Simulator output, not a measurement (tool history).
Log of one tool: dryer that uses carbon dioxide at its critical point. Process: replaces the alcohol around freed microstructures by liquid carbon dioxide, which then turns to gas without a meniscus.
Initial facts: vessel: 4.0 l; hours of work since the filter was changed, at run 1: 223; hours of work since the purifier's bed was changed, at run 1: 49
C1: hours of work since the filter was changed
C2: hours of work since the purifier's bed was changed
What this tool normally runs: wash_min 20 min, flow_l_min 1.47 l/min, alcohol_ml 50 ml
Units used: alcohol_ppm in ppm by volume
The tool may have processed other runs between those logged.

Run 1, day 0.000: usual settings; C1 223; C2 49. Result: alcohol_ppm 26 ppm by volume.
Run 2, day 0.354: usual settings; C1 227; C2 53. Result: alcohol_ppm 19 ppm by volume.
Run 3, day 0.633: usual settings; C1 231; C2 57. Result: alcohol_ppm 20 ppm by volume.
Run 4, day 0.838: usual settings; C1 234; C2 59. Result: alcohol_ppm 28 ppm by volume.
Run 5, day 1.108: usual settings; C1 237; C2 63. Result: alcohol_ppm 19 ppm by volume.
Run 6, day 1.321: usual settings; C1 240; C2 66. Result: alcohol_ppm 30 ppm by volume.
Run 7, day 1.542: usual settings but flow_l_min 1.07 l/min; C1 243; C2 69. Result: alcohol_ppm 121 ppm by volume.
Run 8, day 1.912: usual settings but flow_l_min 1.07 l/min; C1 248; C2 73. Result: alcohol_ppm 123 ppm by volume.
Run 9, day 2.121: usual settings but flow_l_min 1.07 l/min; C1 250; C2 76. Result: alcohol_ppm 120 ppm by volume.
Run 10, day 2.371: usual settings but wash_min 28 min; C1 254; C2 79. Result: alcohol_ppm 11 ppm by volume.
Run 11, day 2.675: usual settings but flow_l_min 2.14 l/min; C1 258; C2 83. Result: alcohol_ppm 17 ppm by volume.
Run 12, day 2.979: usual settings but flow_l_min 2.14 l/min; C1 261; C2 87. Result: alcohol_ppm 13 ppm by volume.
Run 13, day 3.154: usual settings; C1 264; C2 89. Result: alcohol_ppm 31 ppm by volume.
Run 14, day 3.383: usual settings; C1 267; C2 92. Result: alcohol_ppm 28 ppm by volume.
Run 15, day 3.550: usual settings but flow_l_min 0.96 l/min; C1 269; C2 95. Result: alcohol_ppm 195 ppm by volume.
Run 16, day 3.925: usual settings but flow_l_min 0.96 l/min; C1 274; C2 99. Result: alcohol_ppm 204 ppm by volume.
Run 17, day 4.121: usual settings but flow_l_min 0.96 l/min; C1 276; C2 102. Result: alcohol_ppm 196 ppm by volume.
Run 18, day 4.321: usual settings but flow_l_min 0.96 l/min; C1 279; C2 105. Result: alcohol_ppm 201 ppm by volume.
Run 19, day 4.596: usual settings but flow_l_min 0.96 l/min; C1 282; C2 108. Result: alcohol_ppm 212 ppm by volume.
Run 20, day 4.796: usual settings but flow_l_min 0.96 l/min; C1 285; C2 111. Result: alcohol_ppm 207 ppm by volume.
Run 21, day 5.062: usual settings but flow_l_min 0.96 l/min; C1 288; C2 114. Result: alcohol_ppm 205 ppm by volume.
Run 22, day 5.358: usual settings; C1 292; C2 118. Result: alcohol_ppm 30 ppm by volume.
Run 23, day 5.712: usual settings; C1 297; C2 123. Result: alcohol_ppm 29 ppm by volume.
Run 24, day 5.900: usual settings; C1 299; C2 125. Result: alcohol_ppm 27 ppm by volume.
Run 25, day 6.212: usual settings but wash_min 24 min, flow_l_min 2.45 l/min, alcohol_ml 41 ml; C1 303; C2 129. Result: alcohol_ppm 11 ppm by volume.
Run 26, day 6.483: usual settings but wash_min 18 min, flow_l_min 1.17 l/min, alcohol_ml 54 ml; C1 307; C2 133. Result: alcohol_ppm 145 ppm by volume.
Run 27, day 6.667: usual settings but wash_min 18 min, flow_l_min 1.17 l/min, alcohol_ml 97 ml; C1 309; C2 135. Result: alcohol_ppm 263 ppm by volume.
Run 28, day 6.917: usual settings but wash_min 22 min, flow_l_min 1.38 l/min, alcohol_ml 25 ml; C1 313; C2 138. Result: alcohol_ppm 29 ppm by volume.
Run 29, day 7.254: usual settings but wash_min 13 min, flow_l_min 1.65 l/min, alcohol_ml 52 ml; C1 317; C2 143. Result: alcohol_ppm 130 ppm by volume.
Run 30, day 7.525: usual settings but wash_min 16 min, flow_l_min 1.97 l/min, alcohol_ml 52 ml; C1 320; C2 146. Result: alcohol_ppm 25 ppm by volume.
Run 31, day 7.904: usual settings but wash_min 18 min, flow_l_min 1.10 l/min, alcohol_ml 40 ml; C1 325; C2 151. Result: alcohol_ppm 152 ppm by volume.
Run 32, day 8.288: usual settings but wash_min 12 min, flow_l_min 2.39 l/min; C1 330; C2 156. Result: alcohol_ppm 32 ppm by volume.
Run 33, day 8.558: usual settings but alcohol_ml 60 ml; C1 334; C2 160. Result: alcohol_ppm 41 ppm by volume.
Run 34, day 8.858: usual settings but wash_min 14 min, flow_l_min 1.37 l/min, alcohol_ml 34 ml; C1 338; C2 164. Result: alcohol_ppm 149 ppm by volume.
Run 35, day 9.092: usual settings but wash_min 25 min, flow_l_min 1.71 l/min, alcohol_ml 70 ml; C1 341; C2 167. Result: alcohol_ppm 14 ppm by volume.
Run 36, day 9.358: usual settings but wash_min 25 min, flow_l_min 1.71 l/min, alcohol_ml 70 ml; C1 344; C2 170. Result: alcohol_ppm 16 ppm by volume.
Run 37, day 9.629: usual settings but wash_min 25 min, flow_l_min 1.71 l/min, alcohol_ml 70 ml; C1 348; C2 173. Result: alcohol_ppm 13 ppm by volume.
Run 38, day 9.950: usual settings; C1 352; C2 178. Result: alcohol_ppm 32 ppm by volume.
Run 39, day 10.217: usual settings; C1 355; C2 181. Result: alcohol_ppm 41 ppm by volume.
Run 40, day 10.412: usual settings; C1 358; C2 184. Result: alcohol_ppm 33 ppm by volume.
Run 41, day 10.792: usual settings but wash_min 29 min, flow_l_min 1.05 l/min, alcohol_ml 72 ml; C1 363; C2 189. Result: alcohol_ppm 47 ppm by volume.
Run 42, day 11.154: usual settings but wash_min 14 min, flow_l_min 1.55 l/min, alcohol_ml 68 ml; C1 368; C2 193. Result: alcohol_ppm 181 ppm by volume.
Run 43, day 11.379: usual settings but wash_min 14 min, flow_l_min 1.55 l/min, alcohol_ml 68 ml; C1 370; C2 196. Result: alcohol_ppm 174 ppm by volume.
Run 44, day 11.617: usual settings but wash_min 14 min, flow_l_min 1.55 l/min, alcohol_ml 68 ml; C1 373; C2 199. Result: alcohol_ppm 180 ppm by volume.
Run 45, day 11.946: usual settings but flow_l_min 1.15 l/min, alcohol_ml 85 ml; C1 378; C2 204. Result: alcohol_ppm 182 ppm by volume.
Run 46, day 12.150: usual settings but flow_l_min 1.15 l/min, alcohol_ml 85 ml; C1 380; C2 206. Result: alcohol_ppm 180 ppm by volume.
Run 47, day 12.483: usual settings but flow_l_min 1.15 l/min, alcohol_ml 85 ml; C1 385; C2 211. Result: alcohol_ppm 192 ppm by volume.
Run 48, day 12.650: usual settings but flow_l_min 1.95 l/min, alcohol_ml 37 ml; C1 387; C2 213. Result: alcohol_ppm 14 ppm by volume.

Predict each of these 3 candidate next runs independently; none follows another, all start after run 48:
Run A, day 12.996: usual settings but wash_min 26 min, flow_l_min 1.02 l/min, alcohol_ml 37 ml; C1 391; C2 217. Result: alcohol_ppm ?.
Run B, day 12.996: usual settings but flow_l_min 1.38 l/min, alcohol_ml 57 ml; C1 391; C2 217. Result: alcohol_ppm ?.
Run C, day 12.996: usual settings but wash_min 13 min, flow_l_min 1.01 l/min, alcohol_ml 93 ml; C1 391; C2 217. Result: alcohol_ppm ?.

run  alcohol_ppm
  A           51
  B           59
  C         1503
Take away the tool's hidden state, keep each run's random variation, and the runs would have read:
run  alcohol_ppm
  A           19
  B           25
  C          968

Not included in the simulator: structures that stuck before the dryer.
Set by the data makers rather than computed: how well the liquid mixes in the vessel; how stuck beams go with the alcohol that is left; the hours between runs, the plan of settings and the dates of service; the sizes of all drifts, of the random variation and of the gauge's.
